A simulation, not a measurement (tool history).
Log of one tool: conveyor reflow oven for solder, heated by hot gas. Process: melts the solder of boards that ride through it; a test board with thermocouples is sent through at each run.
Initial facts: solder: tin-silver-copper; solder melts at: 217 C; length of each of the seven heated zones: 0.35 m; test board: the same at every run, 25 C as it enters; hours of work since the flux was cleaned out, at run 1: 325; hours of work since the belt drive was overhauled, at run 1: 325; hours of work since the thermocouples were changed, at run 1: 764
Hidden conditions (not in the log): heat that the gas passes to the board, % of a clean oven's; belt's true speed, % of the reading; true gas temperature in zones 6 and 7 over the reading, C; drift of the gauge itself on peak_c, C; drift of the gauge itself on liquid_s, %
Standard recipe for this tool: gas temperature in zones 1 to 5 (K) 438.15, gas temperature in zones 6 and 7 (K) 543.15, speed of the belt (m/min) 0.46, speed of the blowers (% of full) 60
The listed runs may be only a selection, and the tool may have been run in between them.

run     day  gas temperature in zones 1 to 5 (K)  gas temperature in zones 6 and 7 (K)  speed of the belt (m/min)  speed of the blowers (% of full)  hours of work since the flux was cleaned out  hours of work since the belt drive was overhauled  hours of work since the thermocouples were changed  highest temperature of the board (K)  time above the solder's melting point (s)
  1       0                               438.15                                543.15                       0.46                                60                                           325                                                325                                                 764                                523.35                                       61.9
       1.25  -- flux residue cleaned out of gas plates and filters
  2   1.804                               438.15                                543.15                       0.46                                55                                             9                                                351                                                 791                                523.35                                         62
  3   2.858                               438.15                                543.15                      0.548                                60                                            27                                                369                                                 808                                517.47                                       45.6
  4   3.946                               438.15                                543.15                      0.548                                60                                            45                                                387                                                 826                                517.43                                       45.7
  5   5.138                               438.15                                543.15                       0.46                                60                                            65                                                406                                                 846                                 524.8                                       63.9
  6   6.042                               438.15                                543.15                       0.46                                60                                            80                                                421                                                 861                                524.71                                       63.6
  7     8.1                               438.15                                544.15                       0.46                                60                                           114                                                456                                                 895                                525.54                                       64.7
  8   9.933                               438.15                                543.15                       0.46                                60                                           144                                                486                                                 926                                524.57                                       63.9
       11.9  -- thermocouples of zones 6 and 7 changed
  9  11.975                               438.15                                543.15                       0.46                                60                                           177                                                519                                                   1                                522.84                                       62.1
 10  14.121                               429.15                                543.15                      0.527                                79                                           212                                                554                                                  37                                520.64                                       49.4
 11    15.2                               444.15                                536.15                      0.408                                83                                           230                                                572                                                  55                                 525.9                                       79.6
 12   16.55                               444.15                                538.15                      0.504                                83                                           253                                                595                                                  77                                521.85                                       58.4
 13  18.225                               440.15                                536.15                      0.446                                83                                           280                                                622                                                 105                                522.92                                       67.4

For run 14, what comes out?
 14  19.471                               439.15                                534.15                       0.46                                60                                           301                                                643                                                 126                                     ?                                          ?

Logged for run 14: highest temperature of the board (K) 515.2, time above the solder's melting point (s) 54.2.
On a tool with no hidden condition, and with the same random variation, this run would have come out at highest temperature of the board (K) 515.86, time above the solder's melting point (s) 54.6.
